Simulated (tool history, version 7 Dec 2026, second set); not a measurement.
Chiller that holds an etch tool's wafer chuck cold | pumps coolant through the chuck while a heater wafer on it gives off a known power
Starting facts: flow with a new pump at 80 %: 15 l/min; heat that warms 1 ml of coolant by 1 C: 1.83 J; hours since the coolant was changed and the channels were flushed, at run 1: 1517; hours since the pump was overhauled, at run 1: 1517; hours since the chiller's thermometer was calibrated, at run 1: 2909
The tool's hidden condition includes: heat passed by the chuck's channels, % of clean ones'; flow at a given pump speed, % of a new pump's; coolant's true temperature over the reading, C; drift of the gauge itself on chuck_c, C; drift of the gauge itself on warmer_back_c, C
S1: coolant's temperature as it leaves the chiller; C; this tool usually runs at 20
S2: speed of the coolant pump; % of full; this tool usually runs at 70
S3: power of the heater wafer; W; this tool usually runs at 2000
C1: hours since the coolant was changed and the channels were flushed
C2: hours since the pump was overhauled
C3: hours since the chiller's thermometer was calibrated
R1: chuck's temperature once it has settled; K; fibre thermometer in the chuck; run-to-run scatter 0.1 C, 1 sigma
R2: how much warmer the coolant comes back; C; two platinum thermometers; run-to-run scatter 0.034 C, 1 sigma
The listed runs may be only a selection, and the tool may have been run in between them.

run 1 day=0 | S1=20 S2=70 S3=2000 | C1=1517 C2=1517 C3=2909 | R1=314.75 R2=5.09
run 2 day=3.717 | S1=20 S2=70 S3=2000 | C1=1606 C2=1606 C3=2999 | R1=314.65 R2=5.02
run 3 day=9.775 | S1=20 S2=70 S3=2000 | C1=1752 C2=1752 C3=3144 | R1=314.55 R2=5.06
run 4 day=17.054 | S1=20 S2=70 S3=2000 | C1=1926 C2=1926 C3=3319 | R1=314.65 R2=5.1
run 5 day=22.904 | S1=20 S2=70 S3=2000 | C1=2067 C2=2067 C3=3459 | R1=314.65 R2=5.09
run 6 day=30.888 | S1=20 S2=70 S3=2000 | C1=2258 C2=2258 C3=3651 | R1=314.65 R2=5.14
run 7 day=38.138 | S1=22 S2=70 S3=2000 | C1=2432 C2=2432 C3=3825 | R1=316.65 R2=5.11
run 8 day=45.779 | S1=20 S2=70 S3=2000 | C1=2616 C2=2616 C3=4008 | R1=314.75 R2=5.15
run 9 day=51.012 | S1=20 S2=70 S3=2000 | C1=2741 C2=2741 C3=4134 | R1=314.55 R2=5.16
-- day=52.492 chiller's thermometer calibrated
run 10 day=55.367 | S1=20 S2=70 S3=2000 | C1=2845 C2=2845 C3=69 | R1=314.65 R2=5.14
run 11 day=61.088 | S1=20 S2=70 S3=1668 | C1=2982 C2=2982 C3=206 | R1=311.15 R2=4.31
run 12 day=65.212 | S1=20 S2=70 S3=1668 | C1=3081 C2=3081 C3=305 | R1=310.85 R2=4.4
-- day=71.1 coolant changed, channels flushed
run 13 day=72.083 | S1=11 S2=100 S3=1399 | C1=24 C2=3240 C3=464 | R1=295.45 R2=2.59
run 14 day=80.421 | S1=20 S2=73 S3=2249 | C1=224 C2=3440 C3=664 | R1=316.65 R2=5.59
run 15 day=86.912 | S1=17 S2=92 S3=1133 | C1=380 C2=3596 C3=820 | R1=300.05 R2=2.4
run 16 day=94.454 | S1=11 S2=92 S3=1509 | C1=561 C2=3777 C3=1001 | R1=297.15 R2=3.09
run 17 day=99.338 | S1=11 S2=62 S3=1678 | C1=678 C2=3894 C3=1118 | R1=303.85 R2=5.03
run 18 day=103.721 | S1=20 S2=100 S3=1196 | C1=783 C2=3999 C3=1223 | R1=302.95 R2=2.38
run 19 day=108.096 | S1=20 S2=100 S3=1196 | C1=888 C2=4104 C3=1329 | R1=302.75 R2=2.37
run 20 day=112.65 | S1=19 S2=82 S3=2000 | C1=997 C2=4214 C3=1438 | R1=311.15 R2=4.5
run 21 day=120.912 | S1=13 S2=61 S3=1390 | C1=1195 C2=4412 C3=1636 | R1=302.75 R2=4.35
run 22 day=128.083 | S1=22 S2=61 S3=1582 | C1=1368 C2=4584 C3=1808 | R1=314.15 R2=4.92
run 23 day=131.746 | S1=22 S2=61 S3=1582 | C1=1456 C2=4672 C3=1896 | R1=314.25 R2=4.96

Hidden state at the last listed run before each entry between runs and at the first one after, where it differs:
Logged between run 9 and run 10: chiller's thermometer calibrated (day 52.492)
  coolant's true temperature over the reading, C: 0.01 -> 0; drift of the gauge itself on warmer_back_c, C: 0.13 -> 0.14
  measured value less the no-hidden-state value, R2: +0.13 -> +0.14 C
Logged between run 12 and run 13: coolant changed, channels flushed (day 71.1)
  heat passed by the chuck's channels, % of clean ones': 99.9 -> 100; drift of the gauge itself on warmer_back_c, C: 0.16 -> 0.18
  measured value less the no-hidden-state value, R2: +0.17 -> +0.18 C
